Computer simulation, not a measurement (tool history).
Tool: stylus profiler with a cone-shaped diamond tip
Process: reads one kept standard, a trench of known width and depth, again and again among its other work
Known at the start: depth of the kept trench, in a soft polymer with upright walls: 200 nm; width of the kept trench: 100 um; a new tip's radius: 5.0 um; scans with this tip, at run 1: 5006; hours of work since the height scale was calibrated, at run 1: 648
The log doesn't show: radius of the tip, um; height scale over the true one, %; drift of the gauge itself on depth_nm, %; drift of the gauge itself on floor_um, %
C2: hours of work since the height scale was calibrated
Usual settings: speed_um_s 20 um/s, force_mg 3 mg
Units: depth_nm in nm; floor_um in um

Run 1, day 0: usual settings; scans with this tip 5006; C2 648. Result: depth_nm 202.26 nm, floor_um 97.09 um.
Run 2, day 1.067: usual settings but speed_um_s 31 um/s; scans with this tip 5150; C2 666. Result: depth_nm 202.21 nm, floor_um 97.05 um.
Run 3, day 2.15: usual settings but speed_um_s 31 um/s; scans with this tip 5296; C2 685. Result: depth_nm 202.17 nm, floor_um 97.03 um.
Run 4, day 2.804: usual settings; scans with this tip 5384; C2 696. Result: depth_nm 202.2 nm, floor_um 97.09 um.
Run 5, day 3.529: usual settings; scans with this tip 5481; C2 709. Result: depth_nm 202.27 nm, floor_um 97.05 um.
Run 6, day 4.108: usual settings; scans with this tip 5559; C2 719. Result: depth_nm 202.26 nm, floor_um 97.07 um.
Run 7, day 4.829: usual settings; scans with this tip 5657; C2 732. Result: depth_nm 202.3 nm, floor_um 97.09 um.
Run 8, day 5.571: usual settings; scans with this tip 5757; C2 745. Result: depth_nm 202.19 nm, floor_um 97.13 um.
Run 9, day 6.075: usual settings; scans with this tip 5825; C2 753. Result: depth_nm 202.31 nm, floor_um 97.06 um.
Run 10, day 6.992: usual settings; scans with this tip 5948; C2 769. Result: depth_nm 202.24 nm, floor_um 97.08 um.
Run 11, day 7.917: usual settings; scans with this tip 6073; C2 786. Result: depth_nm 202.26 nm, floor_um 97.06 um.
Run 12, day 8.767: usual settings; scans with this tip 6188; C2 800. Result: depth_nm 202.23 nm, floor_um 97.07 um.
Run 13, day 9.958: usual settings; scans with this tip 6348; C2 821. Result: depth_nm 202.29 nm, floor_um 97.11 um.
Run 14, day 11.062: usual settings but speed_um_s 23 um/s; scans with this tip 6497; C2 840. Result: depth_nm 202.31 nm, floor_um 97.1 um.
Run 15, day 11.758: usual settings but speed_um_s 7 um/s; scans with this tip 6591; C2 853. Result: depth_nm 202.23 nm, floor_um 97.14 um.
Run 16, day 12.446: usual settings but speed_um_s 8 um/s, force_mg 1.89 mg; scans with this tip 6684; C2 865. Result: depth_nm 201.64 nm, floor_um 97.18 um.
Run 17, day 13.688: usual settings but speed_um_s 56 um/s, force_mg 1.08 mg; scans with this tip 6851; C2 886. Result: depth_nm 201.12 nm, floor_um 96.74 um.
Run 18, day 14.392: usual settings but force_mg 3.91 mg; scans with this tip 6946; C2 898. Result: depth_nm 202.71 nm, floor_um 97.11 um.
Run 19, day 14.962: usual settings but force_mg 1.34 mg; scans with this tip 7023; C2 908. Result: depth_nm 201.29 nm, floor_um 97.11 um.
Run 20, day 16.062: usual settings but force_mg 1.34 mg; scans with this tip 7171; C2 928. Result: depth_nm 201.34 nm, floor_um 97.08 um.
Run 21, day 16.754: usual settings but speed_um_s 29 um/s, force_mg 4.26 mg; scans with this tip 7264; C2 940. Result: depth_nm 202.91 nm, floor_um 97.06 um.
Run 22, day 17.975: usual settings but speed_um_s 41 um/s, force_mg 3.01 mg; scans with this tip 7429; C2 961. Result: depth_nm 202.21 nm, floor_um 97.02 um.
Run 23, day 18.508: usual settings but speed_um_s 63 um/s, force_mg 6.69 mg; scans with this tip 7501; C2 970. Result: depth_nm 203.94 nm, floor_um 96.97 um.
Run 24, day 19.288: usual settings but speed_um_s 49 um/s, force_mg 2.41 mg; scans with this tip 7606; C2 984. Result: depth_nm 202.04 nm, floor_um 96.94 um.
Run 25, day 20.033: usual settings but speed_um_s 64 um/s, force_mg 4.59 mg; scans with this tip 7706; C2 997. Result: depth_nm 202.93 nm, floor_um 96.9 um.
Run 26, day 21.008: usual settings but speed_um_s 23 um/s, force_mg 1.04 mg; scans with this tip 7838; C2 1014. Result: depth_nm 201.13 nm, floor_um 96.98 um.
Run 27, day 22.15: usual settings but speed_um_s 16 um/s, force_mg 4.99 mg; scans with this tip 7992; C2 1034. Result: depth_nm 203.2 nm, floor_um 97.1 um.
Run 28, day 23.296: usual settings but speed_um_s 16 um/s, force_mg 4.99 mg; scans with this tip 8146; C2 1054. Result: depth_nm 203.18 nm, floor_um 97.16 um.
Run 29, day 23.879: usual settings but speed_um_s 16 um/s, force_mg 4.99 mg; scans with this tip 8225; C2 1064. Result: depth_nm 203.21 nm, floor_um 97.14 um.
Run 30, day 24.729: usual settings but force_mg 4.57 mg; scans with this tip 8339; C2 1079. Result: depth_nm 203.03 nm, floor_um 97.1 um.

3 ways to go on from here, each from the tool as it stands after run 30. What would each give?
Run A, day 25.958: usual settings but speed_um_s 12 um/s, force_mg 2.45 mg; scans with this tip 8505; C2 1100. Result: depth_nm ?, floor_um ?.
Run B, day 25.958: usual settings but force_mg 5.08 mg; scans with this tip 8505; C2 1100. Result: depth_nm ?, floor_um ?.
Run C, day 25.958: usual settings but force_mg 4.71 mg; scans with this tip 8505; C2 1100. Result: depth_nm ?, floor_um ?.

run  depth_nm  floor_um
  A    201.96     97.11
  B    203.12     97.14
  C    203.01     97.12
Without the tool's hidden state the same runs would have given:
run  depth_nm  floor_um
  A    201.96     97.12
  B    203.12     97.15
  C    203.01     97.13
